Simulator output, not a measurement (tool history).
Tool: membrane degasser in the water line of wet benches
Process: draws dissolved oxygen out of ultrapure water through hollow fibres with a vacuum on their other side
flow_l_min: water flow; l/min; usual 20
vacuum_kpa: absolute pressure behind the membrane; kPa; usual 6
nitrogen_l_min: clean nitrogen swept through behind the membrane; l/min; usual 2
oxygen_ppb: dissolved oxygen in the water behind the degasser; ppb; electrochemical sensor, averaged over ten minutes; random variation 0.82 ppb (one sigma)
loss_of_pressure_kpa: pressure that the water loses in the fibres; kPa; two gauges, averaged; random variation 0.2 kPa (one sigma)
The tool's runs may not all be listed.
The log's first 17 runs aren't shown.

run,hour,flow_l_min,vacuum_kpa,nitrogen_l_min,oxygen_ppb,loss_of_pressure_kpa
18,1382.5,20,6,4.95,39,41.67
19,1478.2,20,6,4.95,38.7,41.52
20,1542.3,23,5.25,2,74.1,47.64
21,1593,24,5.95,2.52,81.8,49.72
22,1658.1,24,5.95,2.52,81.2,49.65
23,1722.9,24,5.95,2.52,82.6,49.69
24,1819.1,24,5.95,2.52,83.8,49.63
25,1900.3,20,7.79,5.11,54.5,41.16
26,1948.1,14,3.89,0.94,26.4,29.14
27,2040.3,25,6,3.76,68,51.96
28,2105.4,25,6,1.02,169.9,51.47
29,2214.2,20,6,2.98,56.5,41.61
30,2314.5,20,6,2.98,56.4,41.16
31,2364.9,26,13.21,1.83,341.9,53.3
32,2426.3,20,6,3.02,55.3,41.14

4 ways to go on from here, each from the tool as it stands after run 32. What would each give?
A,2475.6,20,6,1.39,?,?
B,2475.6,18,6,3.6,?,?
C,2475.6,20,6,1.16,?,?
D,2475.6,20,6,3.26,?,?

run,oxygen_ppb,loss_of_pressure_kpa
A,104.6,41.04
B,41.1,37.04
C,120.3,40.88
D,52.5,41.62
Without the tool's hidden state the same runs would have given:
run,oxygen_ppb,loss_of_pressure_kpa
A,104.3,41.94
B,41,37.85
C,120.1,41.79
D,52.4,42.54
